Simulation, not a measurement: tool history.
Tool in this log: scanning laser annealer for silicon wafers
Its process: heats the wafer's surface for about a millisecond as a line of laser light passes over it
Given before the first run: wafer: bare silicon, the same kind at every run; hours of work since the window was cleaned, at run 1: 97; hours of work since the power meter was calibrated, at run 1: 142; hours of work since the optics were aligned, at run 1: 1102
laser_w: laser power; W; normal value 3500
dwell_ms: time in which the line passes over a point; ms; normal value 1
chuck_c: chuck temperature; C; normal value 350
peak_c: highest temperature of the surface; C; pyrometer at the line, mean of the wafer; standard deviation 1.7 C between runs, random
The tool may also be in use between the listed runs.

run	hour	laser_w	dwell_ms	chuck_c	hours of work since the window was cleaned	hours of work since the power meter was calibrated	hours of work since the optics were aligned	peak_c
1	0	3500	1	350	97	142	1102	1145
2	15.7	3500	1	350	109	155	1114	1146
3	32.1	3500	1	350	122	168	1127	1142
4	42.5	3500	1	350	130	176	1135	1146
5	54.8	3500	0.81	350	140	185	1145	1068
6	62.2	3500	1	320	146	191	1151	1116
7	69.1	3696	1	350	151	196	1156	1189
# hour 75.4: optics aligned, line set to its width
8	83.4	3696	1.21	350	158	204	6	1276
9	97.5	3696	1.21	350	169	215	17	1276
10	112.1	3696	1.21	350	181	226	29	1274
11	123.1	3696	1.21	350	189	235	37	1274
12	134.1	3696	1.21	372	198	243	46	1298
13	151	3696	1.21	372	211	256	59	1295
14	164	3696	1.21	372	221	266	69	1295
15	174.8	3500	1	350	229	275	77	1146
16	191.7	3500	1	354	243	288	91	1150
17	198.7	3500	0.91	350	248	293	96	1111
18	209.5	3500	0.91	350	257	302	105	1110
19	223.7	3500	0.91	350	268	313	116	1109
20	239.3	3500	1	350	280	325	128	1144
21	248.5	3500	1	350	287	332	135	1146
22	255.5	3690	0.76	367	292	338	140	1100
23	269.1	3690	0.76	367	303	348	151	1100
24	276.1	3690	0.76	367	308	354	156	1100
25	292.7	3475	1.05	312	321	367	169	1121
26	300	3475	1.05	312	327	372	175	1121
27	314.3	3714	0.71	345	338	384	186	1059
28	323.6	3838	1.09	358	345	391	193	1269
29	334.7	3701	0.84	311	354	399	202	1085
30	350.6	3701	0.84	311	366	412	214	1084
31	363.6	3802	1.17	387	377	422	225	1321
32	373.5	3802	1.17	321	384	430	232	1257
33	380.9	3802	1.17	321	390	435	238	1255
34	395.8	3001	0.77	376	402	447	250	976
35	411.5	3099	0.85	349	414	459	262	996
36	422.2	3099	0.85	349	422	468	270	998
37	436.1	3380	0.78	350	433	478	281	1027
38	452.1	3445	1.09	311	446	491	294	1128
39	462.9	3445	1.22	367	454	499	302	1229
40	474.9	3445	1.22	367	463	509	311	1230
41	487.8	3500	0.79	350	473	519	321	1056

4 options for the next run, each taken on its own from the tool as it stands now. Forecast them:
A	504.6	3500	0.86	355	486	532	334	?
B	504.6	3684	1	350	486	532	334	?
C	504.6	3017	0.89	311	486	532	334	?
D	504.6	3638	1	350	486	532	334	?

run	peak_c
A	1096
B	1191
C	958
D	1178
Without the tool's hidden state the same runs would have given:
run	peak_c
A	1097
B	1191
C	959
D	1179
